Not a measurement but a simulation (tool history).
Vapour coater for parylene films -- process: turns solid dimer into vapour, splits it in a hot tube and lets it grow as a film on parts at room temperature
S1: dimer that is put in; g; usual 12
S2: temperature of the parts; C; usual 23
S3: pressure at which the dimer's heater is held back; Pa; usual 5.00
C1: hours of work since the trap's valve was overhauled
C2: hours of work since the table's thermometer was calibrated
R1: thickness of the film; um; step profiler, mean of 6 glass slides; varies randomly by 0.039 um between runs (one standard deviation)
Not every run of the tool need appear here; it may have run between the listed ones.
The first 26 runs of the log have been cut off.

| run | hour | S1 | S2 | S3 | C1 | C2 | R1 |
|---|---|---|---|---|---|---|---|
| 27 | 967.9 | 13 | 30 | 11.68 | 423 | 511 | 2.83 |
| 28 | 1014.1 | 13 | 30 | 11.68 | 443 | 531 | 2.78 |
|  | 1031.2 | trap's valve overhauled |
| 29 | 1067.6 | 13 | 30 | 11.68 | 16 | 552 | 2.85 |
| 30 | 1088.6 | 13 | 30 | 11.68 | 25 | 561 | 2.85 |
| 31 | 1112.9 | 5 | 23 | 5.39 | 35 | 572 | 1.67 |
| 32 | 1135.8 | 8 | 22 | 5.00 | 45 | 581 | 2.91 |
| 33 | 1166.7 | 18 | 22 | 5.00 | 58 | 595 | 6.54 |
| 34 | 1191.5 | 21 | 22 | 8.65 | 69 | 605 | 6.93 |
| 35 | 1232.3 | 21 | 22 | 8.65 | 86 | 623 | 6.94 |
| 36 | 1268.8 | 6 | 23 | 5.00 | 102 | 639 | 2.08 |
| 37 | 1309.8 | 6 | 23 | 5.00 | 120 | 656 | 2.10 |
| 38 | 1337.0 | 6 | 19 | 7.06 | 131 | 668 | 2.37 |
| 39 | 1363.1 | 6 | 19 | 7.06 | 143 | 679 | 2.36 |
| 40 | 1397.1 | 6 | 19 | 7.06 | 157 | 694 | 2.39 |
| 41 | 1442.8 | 17 | 17 | 10.94 | 177 | 713 | 6.92 |
| 42 | 1483.7 | 9 | 30 | 2.24 | 194 | 731 | 2.58 |
| 43 | 1521.6 | 9 | 30 | 2.24 | 211 | 747 | 2.53 |
| 44 | 1559.3 | 5 | 16 | 2.11 | 227 | 763 | 2.75 |
| 45 | 1586.6 | 12 | 32 | 5.00 | 239 | 775 | 2.69 |
| 46 | 1624.6 | 12 | 27 | 5.00 | 255 | 791 | 3.44 |
| 47 | 1672.2 | 12 | 33 | 2.26 | 275 | 812 | 2.85 |

What if the next run were any one of these 3? Each begins from the tool's condition after run 47:
| A | 1695.0 | 12 | 15 | 2.26 | 285 | 822 | ? |
| B | 1695.0 | 12 | 19 | 5.00 | 285 | 822 | ? |
| C | 1695.0 | 14 | 23 | 5.00 | 285 | 822 | ? |

| run | R1 |
|---|---|
| A | 6.86 |
| B | 5.02 |
| C | 4.77 |
What these runs would have given with no unlogged condition in the tool:
| run | R1 |
|---|---|
| A | 6.88 |
| B | 5.03 |
| C | 4.78 |
